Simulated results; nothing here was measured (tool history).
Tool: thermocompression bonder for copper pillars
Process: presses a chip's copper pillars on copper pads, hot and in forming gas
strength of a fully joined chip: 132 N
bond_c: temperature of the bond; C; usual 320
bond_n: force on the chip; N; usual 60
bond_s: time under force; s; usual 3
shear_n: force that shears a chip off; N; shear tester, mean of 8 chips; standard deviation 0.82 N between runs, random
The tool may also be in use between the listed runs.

run,hour,bond_c,bond_n,bond_s,shear_n
1,0,320,60,3,74.3
2,75.8,320,60,3,73.3
3,168.4,320,60,3,74.1
4,264.5,320,60,3,73.6
5,354,320,60,4,82
6,402.7,320,75,4,98.6
7,490.7,320,75,4,96.8
8,586.3,320,75,4,96.5
# hour 600.1: forming gas filter changed
9,633,299,39,6,50.4
10,708.6,314,37,2,37.7
11,800.8,314,37,2,38.3
# hour 811.4: heater calibrated with a thermocouple chip
12,887.1,324,45,3,65.4

What will run 13 give?
13,970.6,324,45,3,?

{"run 13": {"shear_n": 68.5}}
Had the tool carried no hidden state, the very same run would have given shear_n 56 N.

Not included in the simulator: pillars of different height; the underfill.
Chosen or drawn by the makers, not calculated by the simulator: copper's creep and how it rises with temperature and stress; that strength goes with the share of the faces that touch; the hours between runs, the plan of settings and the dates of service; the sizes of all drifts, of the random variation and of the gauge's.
